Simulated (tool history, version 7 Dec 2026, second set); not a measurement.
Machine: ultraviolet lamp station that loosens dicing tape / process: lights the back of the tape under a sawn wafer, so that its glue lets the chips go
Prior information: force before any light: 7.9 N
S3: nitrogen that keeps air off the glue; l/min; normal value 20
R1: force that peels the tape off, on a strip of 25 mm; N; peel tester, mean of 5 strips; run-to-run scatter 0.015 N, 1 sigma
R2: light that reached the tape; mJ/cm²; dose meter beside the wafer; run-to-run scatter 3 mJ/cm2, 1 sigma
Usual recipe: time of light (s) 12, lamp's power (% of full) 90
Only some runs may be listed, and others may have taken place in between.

{"run": 1, "day": 0.0, "time of light (s)": 12, "lamp's power (% of full)": 90, "S3": 20, "R1": 1.039, "R2": 358}
{"run": 2, "day": 0.904, "time of light (s)": 12, "lamp's power (% of full)": 90, "S3": 20, "R1": 1.064, "R2": 348}
{"run": 3, "day": 2.454, "time of light (s)": 12, "lamp's power (% of full)": 90, "S3": 20, "R1": 1.157, "R2": 340}
{"run": 4, "day": 3.6, "time of light (s)": 12, "lamp's power (% of full)": 90, "S3": 20, "R1": 1.193, "R2": 341}
{"run": 5, "day": 4.712, "time of light (s)": 12, "lamp's power (% of full)": 90, "S3": 20, "R1": 0.806, "R2": 416}
{"run": 6, "day": 6.271, "time of light (s)": 12, "lamp's power (% of full)": 90, "S3": 20, "R1": 0.829, "R2": 406}
{"run": 7, "day": 7.662, "time of light (s)": 12, "lamp's power (% of full)": 90, "S3": 20, "R1": 0.877, "R2": 398}
{"run": 8, "day": 8.458, "time of light (s)": 12, "lamp's power (% of full)": 90, "S3": 36, "R1": 0.589, "R2": 395}
{"run": 9, "day": 9.171, "time of light (s)": 12, "lamp's power (% of full)": 90, "S3": 20, "R1": 0.924, "R2": 392}
{"run": 10, "day": 10.658, "time of light (s)": 23, "lamp's power (% of full)": 90, "S3": 20, "R1": 0.284, "R2": 748}
{"run": 11, "day": 11.412, "time of light (s)": 12, "lamp's power (% of full)": 74, "S3": 20, "R1": 1.309, "R2": 314}
{"run": 12, "day": 12.329, "time of light (s)": 12, "lamp's power (% of full)": 79, "S3": 20, "R1": 1.208, "R2": 334}
{"run": 13, "day": 13.7, "time of light (s)": 12, "lamp's power (% of full)": 79, "S3": 20, "R1": 1.244, "R2": 338}
{"run": 14, "day": 15.0, "time of light (s)": 12, "lamp's power (% of full)": 79, "S3": 20, "R1": 1.173, "R2": 331}
{"run": 15, "day": 15.721, "time of light (s)": 12, "lamp's power (% of full)": 90, "S3": 20, "R1": 0.998, "R2": 368}
{"run": 16, "day": 17.038, "time of light (s)": 12, "lamp's power (% of full)": 90, "S3": 20, "R1": 1.052, "R2": 361}
{"run": 17, "day": 18.317, "time of light (s)": 12, "lamp's power (% of full)": 90, "S3": 20, "R1": 1.091, "R2": 356}
{"run": 18, "day": 19.55, "time of light (s)": 12, "lamp's power (% of full)": 90, "S3": 20, "R1": 1.089, "R2": 350}
{"run": 19, "day": 21.171, "time of light (s)": 12, "lamp's power (% of full)": 100, "S3": 20, "R1": 0.91, "R2": 386}
{"run": 20, "day": 22.171, "time of light (s)": 12, "lamp's power (% of full)": 100, "S3": 20, "R1": 0.939, "R2": 377}
{"run": 21, "day": 23.342, "time of light (s)": 12, "lamp's power (% of full)": 100, "S3": 20, "R1": 0.996, "R2": 373}
{"run": 22, "day": 24.967, "time of light (s)": 12, "lamp's power (% of full)": 90, "S3": 9, "R1": 1.935, "R2": 325}
{"run": 23, "day": 26.021, "time of light (s)": 8, "lamp's power (% of full)": 90, "S3": 9, "R1": 3.028, "R2": 216}
{"run": 24, "day": 26.996, "time of light (s)": 8, "lamp's power (% of full)": 90, "S3": 9, "R1": 2.536, "R2": 258}
{"run": 25, "day": 27.85, "time of light (s)": 8, "lamp's power (% of full)": 90, "S3": 9, "R1": 2.583, "R2": 257}
{"run": 26, "day": 29.321, "time of light (s)": 12, "lamp's power (% of full)": 75, "S3": 13, "R1": 1.706, "R2": 312}
{"run": 27, "day": 30.75, "time of light (s)": 12, "lamp's power (% of full)": 84, "S3": 22, "R1": 1.026, "R2": 345}
{"run": 28, "day": 31.429, "time of light (s)": 10, "lamp's power (% of full)": 84, "S3": 22, "R1": 1.401, "R2": 285}
{"run": 29, "day": 32.629, "time of light (s)": 14, "lamp's power (% of full)": 83, "S3": 12, "R1": 1.242, "R2": 395}
{"run": 30, "day": 33.838, "time of light (s)": 18, "lamp's power (% of full)": 88, "S3": 34, "R1": 0.384, "R2": 528}
{"run": 31, "day": 35.075, "time of light (s)": 20, "lamp's power (% of full)": 71, "S3": 19, "R1": 0.65, "R2": 464}
{"run": 32, "day": 36.4, "time of light (s)": 20, "lamp's power (% of full)": 71, "S3": 19, "R1": 0.692, "R2": 460}
{"run": 33, "day": 37.246, "time of light (s)": 20, "lamp's power (% of full)": 71, "S3": 19, "R1": 0.693, "R2": 453}
{"run": 34, "day": 38.85, "time of light (s)": 20, "lamp's power (% of full)": 71, "S3": 22, "R1": 0.643, "R2": 445}
{"run": 35, "day": 39.675, "time of light (s)": 12, "lamp's power (% of full)": 60, "S3": 12, "R1": 2.503, "R2": 223}

The log once held 2 entries between its listed runs, left out of this copy. Where does each go, and what is different about the tool's unlogged condition between the listed run before it and the listed run after it?
Runs 4 to 5: window cleaned of glue's vapour (day 4.325)
  lamp's light, % of a new lamp's: 92.3 -> 92; light that the window lets through, % of a clean one's: 81.3 -> 99.5
  measured minus no-state result, R1: +0.49 -> +0.126 N; R2: -113 -> -38 mJ/cm²
Runs 23 to 24: window cleaned of glue's vapour (day 26.829)
  lamp's light, % of a new lamp's: 86.4 -> 86.2; light that the window lets through, % of a clean one's: 83 -> 99.7
  measured minus no-state result, R1: +0.919 -> +0.415 N; R2: -85 -> -43 mJ/cm²
